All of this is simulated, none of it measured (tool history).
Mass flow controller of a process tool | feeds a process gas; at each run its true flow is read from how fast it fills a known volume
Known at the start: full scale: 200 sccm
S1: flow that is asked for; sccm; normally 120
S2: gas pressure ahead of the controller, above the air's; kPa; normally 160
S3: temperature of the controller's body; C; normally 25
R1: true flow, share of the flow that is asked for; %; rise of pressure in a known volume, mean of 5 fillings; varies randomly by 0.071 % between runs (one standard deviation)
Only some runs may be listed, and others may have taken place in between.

| run | hour | S1 | S2 | S3 | R1 |
|---|---|---|---|---|---|
| 1 | 0.0 | 120 | 160 | 25 | 99.69 |
| 2 | 59.8 | 120 | 160 | 25 | 99.76 |
| 3 | 100.0 | 120 | 278 | 25 | 99.01 |
| 4 | 168.9 | 120 | 160 | 25 | 99.73 |
| 5 | 231.1 | 120 | 160 | 25 | 99.61 |
| 6 | 284.8 | 120 | 160 | 25 | 99.65 |
| 7 | 360.4 | 120 | 160 | 25 | 99.77 |
| 8 | 426.6 | 120 | 160 | 25 | 99.74 |
| 9 | 489.4 | 159 | 247 | 22 | 99.16 |
| 10 | 540.0 | 159 | 247 | 22 | 99.20 |
| 11 | 633.2 | 25 | 174 | 30 | 98.96 |
| 12 | 711.6 | 27 | 230 | 25 | 98.24 |
| 13 | 754.9 | 120 | 277 | 28 | 99.38 |
| 14 | 816.2 | 120 | 277 | 28 | 99.26 |

Selected run-to-run steps in R1, each split into two signed amounts: the part the tool would show with no hidden state at all (from settings, incoming material and random variation), and the remainder, which goes to the hidden state together with any gauge scatter not common to the measured and the hidden-state-free results:
The tool's hidden condition here consists of: flow at rest that the sensor doesn't see, % of full scale; true flow over the shown one, %; drift of the gauge itself on true_pct, %.
Run 10 -> 11: S1 159 -> 25, S2 247 -> 174, S3 22 -> 30. R1 -0.24 %: hidden state -0.76, all else +0.52.
Run 12 -> 13: S1 27 -> 120, S2 230 -> 277, S3 25 -> 28. R1 +1.14 %: hidden state +0.69, all else +0.45.
